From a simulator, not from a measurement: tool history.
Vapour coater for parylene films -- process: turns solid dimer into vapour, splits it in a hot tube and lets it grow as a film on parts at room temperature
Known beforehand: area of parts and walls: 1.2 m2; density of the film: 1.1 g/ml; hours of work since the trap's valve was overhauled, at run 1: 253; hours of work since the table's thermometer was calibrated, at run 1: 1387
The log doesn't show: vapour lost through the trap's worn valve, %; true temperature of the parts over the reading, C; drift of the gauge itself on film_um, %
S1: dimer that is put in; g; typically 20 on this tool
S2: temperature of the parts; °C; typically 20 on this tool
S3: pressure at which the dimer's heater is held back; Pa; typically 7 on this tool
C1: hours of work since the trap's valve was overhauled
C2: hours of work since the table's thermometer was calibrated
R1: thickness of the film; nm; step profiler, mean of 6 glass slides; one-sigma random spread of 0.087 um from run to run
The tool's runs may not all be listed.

run	hour	S1	S2	S3	C1	C2	R1
1	0	20	20	7	253	1387	10200
2	59.6	20	20	7	306	1439	10030
3	103.1	20	20	7	344	1477	10110
4	137.6	20	20	7	374	1508	9950
5	204.9	9	20	7	433	1566	4470
6	236.6	9	20	7	460	1594	4460
7	275.4	9	20	7	494	1628	4490
# hour 289.9: trap's valve overhauled
8	344.7	9	20	7	48	1685	4740
9	384.3	9	20	7	83	1720	4730
10	449.3	9	20	7	140	1777	4590
11	516.8	35	20	7	199	1836	18030
12	550.8	35	20	7	228	1866	17860
13	596.6	20	20	7	268	1906	10210
14	668.4	20	20	7	331	1968	9960
15	708	20	20	7	366	2003	10020
# hour 738.4: table's thermometer calibrated
16	778.4	20	20	2.13	427	35	12450
17	814.4	20	20	2.13	458	66	12330
# hour 871.5: trap's valve overhauled
18	884.2	20	20	2.13	11	124	12860
19	920.8	20	20	2.13	43	156	12980
20	969.4	17	15	9.79	86	199	9810
21	1018.7	28	25	7	129	242	12490
22	1085.6	28	25	7	187	300	12230
23	1137.9	10	24	6.67	233	346	4590
24	1198.9	21	20	7	286	399	10590
25	1250.8	21	20	7	332	445	10560
26	1291	22	15	7.15	367	480	13130
27	1342.1	22	15	7.15	412	525	12880
28	1386.3	22	15	7.15	450	563	13010
# hour 1450.8: trap's valve overhauled
29	1460	22	15	7.15	8	624	13570
30	1512.4	9	24	9.24	54	670	3950
31	1547.3	9	24	9.24	84	701	3910
32	1591.9	25	31	3.45	123	740	10170
33	1660.5	13	22	3.48	183	800	7000
34	1727.8	10	21	5.49	242	859	5120
35	1789.6	15	16	2.46	296	913	10160
36	1850.5	10	29	6.14	350	966	3850
37	1910.5	9	24	2.98	402	1018	4510

Entry by entry between the runs, the difference in hidden state between the last listed run before and the first listed run after:
In the gap between runs 7 and 8: trap's valve overhauled (hour 289.9)
  vapour lost through the trap's worn valve, %: 5.4 -> 0.6; true temperature of the parts over the reading, C: 0.52 -> 0.53
  measured minus no-state result, R1: -340 -> -110 nm
In the gap between runs 15 and 16: table's thermometer calibrated (hour 738.4)
  vapour lost through the trap's worn valve, %: 3.9 -> 4.5; true temperature of the parts over the reading, C: 0.63 -> 0.04
  measured minus no-state result, R1: -620 -> -600 nm
In the gap between runs 17 and 18: trap's valve overhauled (hour 871.5)
  vapour lost through the trap's worn valve, %: 4.8 -> 0.5; true temperature of the parts over the reading, C: 0.05 -> 0.07
  measured minus no-state result, R1: -650 -> -100 nm
In the gap between runs 28 and 29: trap's valve overhauled (hour 1450.8)
  vapour lost through the trap's worn valve, %: 5.3 -> 0.5; true temperature of the parts over the reading, C: 0.21 -> 0.23
  measured minus no-state result, R1: -810 -> -170 nm
